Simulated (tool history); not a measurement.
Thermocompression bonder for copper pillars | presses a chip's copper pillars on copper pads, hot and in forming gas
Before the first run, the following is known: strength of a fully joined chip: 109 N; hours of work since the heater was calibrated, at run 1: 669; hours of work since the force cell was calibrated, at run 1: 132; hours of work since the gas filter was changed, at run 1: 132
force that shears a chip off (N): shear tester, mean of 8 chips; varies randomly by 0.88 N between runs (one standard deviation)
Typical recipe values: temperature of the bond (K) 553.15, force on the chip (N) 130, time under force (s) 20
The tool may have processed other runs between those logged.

| run | hour | temperature of the bond (K) | force on the chip (N) | time under force (s) | hours of work since the heater was calibrated | hours of work since the force cell was calibrated | hours of work since the gas filter was changed | force that shears a chip off (N) |
|---|---|---|---|---|---|---|---|---|
| 1 | 0 | 553.15 | 130 | 20 | 669 | 132 | 132 | 71.1 |
| 2 | 12.4 | 553.15 | 105 | 20 | 679 | 142 | 142 | 64.1 |
| 3 | 19.9 | 553.15 | 130 | 20 | 685 | 148 | 148 | 72.5 |
| 4 | 34.4 | 553.15 | 130 | 27 | 696 | 159 | 159 | 76.2 |
| 5 | 47 | 553.15 | 130 | 27 | 707 | 169 | 169 | 75.9 |
| 6 | 61.8 | 553.15 | 130 | 20 | 718 | 181 | 181 | 72.4 |
|  | 73.5 | heater calibrated with a thermocouple chip |
| 7 | 73.5 | 540.15 | 130 | 11 | 0 | 189 | 189 | 53.1 |
| 8 | 84.2 | 575.15 | 94 | 32 | 8 | 197 | 197 | 79.8 |
| 9 | 98.3 | 543.15 | 130 | 20 | 20 | 208 | 208 | 67.3 |

Expected results for the next run?
| 10 | 104.3 | 555.15 | 150 | 43 | 24 | 213 | 213 | ? |

{"run 10": {"force that shears a chip off (N)": 93.6}}
Were there no unlogged condition in the tool, this run, its random variation unchanged, would have produced force that shears a chip off (N) 93.8.
